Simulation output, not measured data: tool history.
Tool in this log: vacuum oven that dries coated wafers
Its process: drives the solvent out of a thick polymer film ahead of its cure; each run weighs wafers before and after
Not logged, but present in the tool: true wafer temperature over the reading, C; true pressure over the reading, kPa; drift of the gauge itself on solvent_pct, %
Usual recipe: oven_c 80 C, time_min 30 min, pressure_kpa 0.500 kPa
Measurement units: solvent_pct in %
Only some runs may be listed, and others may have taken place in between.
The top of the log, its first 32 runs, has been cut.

run,hour,oven_c,time_min,pressure_kpa,hours of work since the thermocouples were calibrated,hours of work since the vacuum gauge was cleaned of residue,solvent_pct
33,1961.0,87,22,0.815,79,1256,0.57
34,2030.2,79,49,0.670,120,1298,0.45
35,2092.3,79,32,0.670,157,1335,0.80
36,2164.2,79,32,0.670,200,1377,0.80
37,2201.3,71,32,0.403,222,1400,1.91
38,2279.6,71,32,0.403,268,1446,1.91
39,2330.0,71,32,0.992,298,1476,2.16
40,2366.6,88,35,0.975,320,1498,0.37
41,2433.3,88,35,0.975,360,1538,0.36
42,2478.9,80,16,0.761,387,1565,2.20
43,2537.5,80,22,0.500,422,1600,1.31
44,2615.8,75,16,0.255,469,1647,3.22
45,2658.5,94,30,0.741,494,1672,0.17
46,2714.4,73,24,0.800,528,1705,2.46

Here are 3 independent what-if runs from the current tool condition. What would each one return?
A,2758.7,87,22,0.653,554,1732,?
B,2758.7,91,24,1.181,554,1732,?
C,2758.7,66,25,1.797,554,1732,?

run,solvent_pct
A,0.53
B,0.40
C,4.48
The same runs, with their run-to-run variation unchanged, on a tool lacking any hidden condition would have given:
run,solvent_pct
A,0.40
B,0.28
C,4.29
